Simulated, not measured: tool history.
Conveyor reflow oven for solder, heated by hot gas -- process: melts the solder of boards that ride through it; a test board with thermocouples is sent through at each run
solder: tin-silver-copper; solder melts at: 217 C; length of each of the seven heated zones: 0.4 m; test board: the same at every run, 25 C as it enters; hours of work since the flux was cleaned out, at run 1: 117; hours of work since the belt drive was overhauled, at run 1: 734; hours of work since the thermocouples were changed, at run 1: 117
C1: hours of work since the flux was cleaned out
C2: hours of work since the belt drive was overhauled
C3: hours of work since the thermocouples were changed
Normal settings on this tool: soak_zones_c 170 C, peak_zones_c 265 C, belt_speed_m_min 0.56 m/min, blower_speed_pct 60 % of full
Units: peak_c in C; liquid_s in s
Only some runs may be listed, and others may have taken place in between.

run 1 day=0 | soak_zones_c=170 peak_zones_c=265 belt_speed_m_min=0.56 blower_speed_pct=60 | C1=117 C2=734 C3=117 | peak_c=249 liquid_s=59.5
run 2 day=0.562 | soak_zones_c=170 peak_zones_c=265 belt_speed_m_min=0.56 blower_speed_pct=60 | C1=126 C2=743 C3=126 | peak_c=249.3 liquid_s=59.1
run 3 day=1.608 | soak_zones_c=170 peak_zones_c=265 belt_speed_m_min=0.56 blower_speed_pct=60 | C1=142 C2=759 C3=142 | peak_c=248.9 liquid_s=60.7
run 4 day=2.312 | soak_zones_c=170 peak_zones_c=265 belt_speed_m_min=0.56 blower_speed_pct=60 | C1=152 C2=769 C3=152 | peak_c=248.8 liquid_s=60
-- day=2.554 belt drive overhauled, speed set with a stopwatch
run 5 day=3.367 | soak_zones_c=170 peak_zones_c=265 belt_speed_m_min=0.56 blower_speed_pct=60 | C1=166 C2=12 C3=166 | peak_c=249 liquid_s=60
run 6 day=4.071 | soak_zones_c=170 peak_zones_c=265 belt_speed_m_min=0.56 blower_speed_pct=60 | C1=176 C2=23 C3=176 | peak_c=248.6 liquid_s=59.6
run 7 day=4.679 | soak_zones_c=170 peak_zones_c=265 belt_speed_m_min=0.56 blower_speed_pct=60 | C1=186 C2=32 C3=186 | peak_c=248.9 liquid_s=60
run 8 day=5.733 | soak_zones_c=181 peak_zones_c=265 belt_speed_m_min=0.619 blower_speed_pct=60 | C1=202 C2=48 C3=202 | peak_c=247.4 liquid_s=56.4
run 9 day=6.175 | soak_zones_c=171 peak_zones_c=274 belt_speed_m_min=0.56 blower_speed_pct=72 | C1=208 C2=55 C3=208 | peak_c=258.9 liquid_s=68.7
run 10 day=6.612 | soak_zones_c=175 peak_zones_c=255 belt_speed_m_min=0.529 blower_speed_pct=58 | C1=215 C2=61 C3=215 | peak_c=242 liquid_s=59.3
run 11 day=7.4 | soak_zones_c=175 peak_zones_c=255 belt_speed_m_min=0.529 blower_speed_pct=58 | C1=227 C2=73 C3=227 | peak_c=242.3 liquid_s=59.3

Run 12 comes next. What will it give?
run 12 day=8.221 | soak_zones_c=175 peak_zones_c=255 belt_speed_m_min=0.529 blower_speed_pct=58 | C1=239 C2=86 C3=239 | peak_c=? liquid_s=?

{"run 12": {"peak_c": 242, "liquid_s": 58.7}}
Minus the tool's unlogged condition, the same run would have read peak_c 242 C, liquid_s 58.8 s.
